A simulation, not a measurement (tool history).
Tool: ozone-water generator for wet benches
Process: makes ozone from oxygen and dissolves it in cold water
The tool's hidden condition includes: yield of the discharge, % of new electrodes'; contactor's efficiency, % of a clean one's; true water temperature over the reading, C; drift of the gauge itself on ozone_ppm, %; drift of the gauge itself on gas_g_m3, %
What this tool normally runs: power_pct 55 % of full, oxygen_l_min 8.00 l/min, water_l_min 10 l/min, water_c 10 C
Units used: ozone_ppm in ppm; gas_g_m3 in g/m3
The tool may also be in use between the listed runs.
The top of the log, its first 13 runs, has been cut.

run	hour	power_pct	oxygen_l_min	water_l_min	water_c	hours of work since the electrodes were changed	hours of work since the contactor was cleaned	hours of work since the thermometer was calibrated	ozone_ppm	gas_g_m3
14	268.8	55	8.00	10	10	200	3081	669	28.7	144.3
15	289.9	55	8.00	10	10	215	3096	684	28.4	146.5
16	313.7	55	8.00	10	10	232	3113	701	28.7	146.1
17	340.2	55	8.00	10	10	251	3132	720	28.6	147.2
18	354.4	55	8.00	10	15	261	3142	730	25.7	145.6
19	367.5	60	8.00	8	11	271	3152	740	33.9	154.9
20	392.7	55	8.00	10	10	289	3170	758	28.2	147.0
21	410.2	55	8.00	10	10	301	3183	770	28.1	146.0
22	428.6	83	8.00	10	6	315	3196	784	40.5	188.6
23	451.1	89	8.00	10	6	331	3212	800	41.6	196.2
24	472.9	43	12.41	13	6	346	3228	816	19.0	92.9
25	492.1	55	12.41	13	10	360	3242	829	20.3	107.1
26	511.4	55	12.41	13	10	374	3255	843	20.1	106.3
27	537.1	55	8.40	10	10	393	3274	862	27.7	141.8
28	550.2	95	11.48	10	11	402	3283	871	33.7	160.8
29	576.8	55	11.97	10	10	421	3302	890	24.2	109.7
30	605.4	55	11.97	10	10	442	3323	911	24.5	108.8
31	629.4	55	11.97	10	10	459	3340	928	23.9	110.9
32	655.0	55	11.97	10	10	477	3359	947	23.9	109.4

Each row is a separate what-if for the run after 32, all from the same tool condition, not one after another. Results?
A	670.3	55	11.97	10	8	488	3370	958	?	?
B	670.3	55	11.97	10	10	488	3370	958	?	?
C	670.3	55	5.64	11	8	488	3370	958	?	?

run	ozone_ppm	gas_g_m3
A	25.4	110.1
B	24.0	109.6
C	30.1	183.8
With the hidden condition removed and each run's random variation left untouched, the same runs would have given:
run	ozone_ppm	gas_g_m3
A	26.8	111.7
B	25.4	111.2
C	31.8	186.5
